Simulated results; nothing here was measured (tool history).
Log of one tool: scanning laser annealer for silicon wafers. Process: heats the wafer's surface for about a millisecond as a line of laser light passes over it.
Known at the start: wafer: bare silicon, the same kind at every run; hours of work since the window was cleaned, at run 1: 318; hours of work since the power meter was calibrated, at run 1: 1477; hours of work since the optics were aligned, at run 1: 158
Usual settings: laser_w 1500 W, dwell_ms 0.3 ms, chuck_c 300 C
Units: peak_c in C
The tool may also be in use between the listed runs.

run    hour  laser_w  dwell_ms  chuck_c  hours of work since the window was cleaned  hours of work since the power meter was calibrated  hours of work since the optics were aligned  peak_c
  1       0     1500       0.3      300                                         318                                                1477                                          158    1044
  2    84.9     1500       0.3      300                                         376                                                1536                                          217    1041
  3   155.8     1500       0.3      300                                         425                                                1585                                          266    1041
  4   212.4     1500     0.243      300                                         465                                                1624                                          305     972
      236.8  -- window over the wafer cleaned
  5   264.7     1500       0.3      276                                          19                                                1659                                          340    1028
  6   346.4     1500       0.3      276                                          76                                                1716                                          396    1021
  7   394.6     1500       0.3      276                                         109                                                1749                                          429    1022
  8   465.8     1500       0.3      276                                         158                                                1798                                          479    1021
  9   541.5     1500       0.3      276                                         211                                                1851                                          531    1015
 10   612.5     1500       0.3      303                                         260                                                1900                                          580    1042
 11   646.9     1500       0.3      303                                         284                                                1923                                          604    1038
 12   699.5     1500       0.3      303                                         320                                                1960                                          640    1038
 13   782.8     1500       0.3      303                                         378                                                2017                                          698    1032
 14   822.5     1500       0.3      303                                         405                                                2045                                          725    1033
 15   882.1     1500       0.3      300                                         446                                                2086                                          767    1029
      900.3  -- optics aligned, line set to its width
      934.7  -- window over the wafer cleaned
 16     943     1500       0.3      300                                           6                                                2123                                           28    1054
 17   982.5     1500       0.3      337                                          33                                                2151                                           56    1092
 18  1058.7     1500       0.3      300                                          86                                                2204                                          108    1056
 19  1110.6     1500       0.3      300                                         122                                                2239                                          144    1054
 20    1176     1500       0.3      300                                         167                                                2285                                          189    1048
 21  1238.1     1500       0.3      300                                         210                                                2328                                          232    1046
 22  1282.5     1500       0.3      300                                         241                                                2358                                          263    1045
 23  1331.2     1500       0.3      300                                         274                                                2392                                          297    1040
 24  1370.5     1500       0.3      300                                         301                                                2419                                          324    1041
 25  1453.4     1646     0.259      300                                         359                                                2477                                          381    1053
 26  1524.7     1593       0.3      316                                         408                                                2526                                          431    1094
 27  1592.1     1500     0.291      338                                         455                                                2573                                          477    1059
     1630.1  -- window over the wafer cleaned
 28  1635.4     1500     0.291      338                                           4                                                2601                                          506    1074

Forecast run 29:
 29  1674.9     1444     0.256      317                                          31                                                2628                                          533       ?

{"run 29": {"peak_c": 982}}
Without the tool's hidden state the same run would have given peak_c 1001 C.

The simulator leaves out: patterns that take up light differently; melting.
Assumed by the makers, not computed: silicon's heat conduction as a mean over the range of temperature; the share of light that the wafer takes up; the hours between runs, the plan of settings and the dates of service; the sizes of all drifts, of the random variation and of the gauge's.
